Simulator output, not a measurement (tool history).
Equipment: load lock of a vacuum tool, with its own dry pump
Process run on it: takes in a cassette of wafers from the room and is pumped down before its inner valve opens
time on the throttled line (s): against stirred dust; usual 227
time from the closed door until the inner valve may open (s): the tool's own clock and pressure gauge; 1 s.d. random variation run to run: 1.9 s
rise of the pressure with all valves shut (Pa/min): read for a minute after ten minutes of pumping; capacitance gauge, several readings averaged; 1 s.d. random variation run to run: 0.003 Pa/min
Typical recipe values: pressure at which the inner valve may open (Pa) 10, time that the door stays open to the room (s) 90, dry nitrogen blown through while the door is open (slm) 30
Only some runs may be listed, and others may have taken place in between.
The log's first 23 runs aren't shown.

run	hour	time on the throttled line (s)	pressure at which the inner valve may open (Pa)	time that the door stays open to the room (s)	dry nitrogen blown through while the door is open (slm)	hours that the pump has run since its overhaul	times that the door has closed on its seal	incoming humidity of the room's air, %	time from the closed door until the inner valve may open (s)	rise of the pressure with all valves shut (Pa/min)
24	3844.2	227	10	132	18	193	12303	42.7	312.6	0.048
25	4075.8	227	10	165	30	425	12664	49.1	314.6	0.039
26	4198.6	127	14	93	43	548	12856	47.4	224.6	0.022
27	4326.1	128	13	129	39	675	13054	49.0	224.7	0.029
28	4572.4	128	13	129	39	921	13439	46.7	225.3	0.030
29	4808.4	261	10	106	8	1157	13807	45.0	342.2	0.044
30	5045.2	261	10	106	8	1394	14176	45.0	344.6	0.044
31	5254.0	227	10	86	30	1603	14502	48.5	315.1	0.020
32	5403.2	227	9	96	30	1752	14735	48.4	315.9	0.027
33	5566.0	177	9	96	30	1915	14988	43.7	274.1	0.029
34	5689.4	177	9	96	30	2038	15181	44.7	270.9	0.023
35	5904.4	418	20	66	6	2253	15516	41.5	468.0	0.030
36	6058.9	347	15	119	30	2408	15757	47.6	409.1	0.028
37	6272.9	347	15	107	30	2622	16091	45.0	413.6	0.029

Predict each of these 3 candidate next runs independently; none follows another, all start after run 37:
A	6394.0	135	8	107	30	2743	16280	40.1	?	?
B	6394.0	198	10	90	9	2743	16280	44.6	?	?
C	6394.0	227	14	90	6	2743	16280	43.3	?	?

run	time from the closed door until the inner valve may open (s)	rise of the pressure with all valves shut (Pa/min)
A	238.9	0.023
B	289.6	0.043
C	310.1	0.040
Stripped of hidden state, with their random variation kept, the same runs would have yielded:
run	time from the closed door until the inner valve may open (s)	rise of the pressure with all valves shut (Pa/min)
A	238.9	0.022
B	289.5	0.042
C	310.1	0.040

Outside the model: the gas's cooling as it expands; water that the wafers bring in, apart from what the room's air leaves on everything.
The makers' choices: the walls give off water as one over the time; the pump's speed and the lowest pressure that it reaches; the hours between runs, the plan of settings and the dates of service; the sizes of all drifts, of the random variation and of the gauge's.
